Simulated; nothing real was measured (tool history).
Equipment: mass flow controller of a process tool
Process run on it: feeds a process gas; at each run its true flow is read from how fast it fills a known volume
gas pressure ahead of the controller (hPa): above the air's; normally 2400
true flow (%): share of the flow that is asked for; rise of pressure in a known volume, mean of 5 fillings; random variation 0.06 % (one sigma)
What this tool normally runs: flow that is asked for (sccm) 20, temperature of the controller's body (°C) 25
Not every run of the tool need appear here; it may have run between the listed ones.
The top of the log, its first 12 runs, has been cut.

run	hour	flow that is asked for (sccm)	gas pressure ahead of the controller (hPa)	temperature of the controller's body (°C)	true flow (%)
13	1207.5	20	2400	25	98.24
14	1348.9	20	2400	25	98.21
15	1417.7	20	2400	25	98.19
16	1486.2	20	2400	25	98.18
17	1585.7	20	2330	25	98.28
18	1698.7	12	2400	38	98.45
19	1837.4	12	2400	38	98.47
20	1975.0	41	2400	38	100.31
21	2088.0	20	2350	25	98.04
22	2188.1	49	2180	23	99.58
23	2253.1	49	2180	23	99.70
24	2358.5	20	1420	21	98.58
25	2421.5	23	1730	21	98.43
26	2513.9	43	2370	39	100.35
27	2639.4	20	1780	30	99.06
28	2705.4	38	2140	21	99.02
29	2773.0	6	2160	26	96.17
30	2836.6	15	1460	35	99.15
31	2923.2	13	2360	22	97.27
32	3053.8	13	2360	22	97.32
33	3196.3	6	2360	33	96.41

4 options for the next run, each taken on its own from the tool as it stands now. Forecast them:
A	3279.6	14	2360	33	?
B	3279.6	22	2400	25	?
C	3279.6	22	1690	33	?
D	3279.6	34	2400	33	?

run	true flow (%)
A	98.23
B	98.26
C	99.42
D	99.60
Stripped of hidden state, with their random variation kept, the same runs would have yielded:
run	true flow (%)
A	99.14
B	98.75
C	99.91
D	99.83

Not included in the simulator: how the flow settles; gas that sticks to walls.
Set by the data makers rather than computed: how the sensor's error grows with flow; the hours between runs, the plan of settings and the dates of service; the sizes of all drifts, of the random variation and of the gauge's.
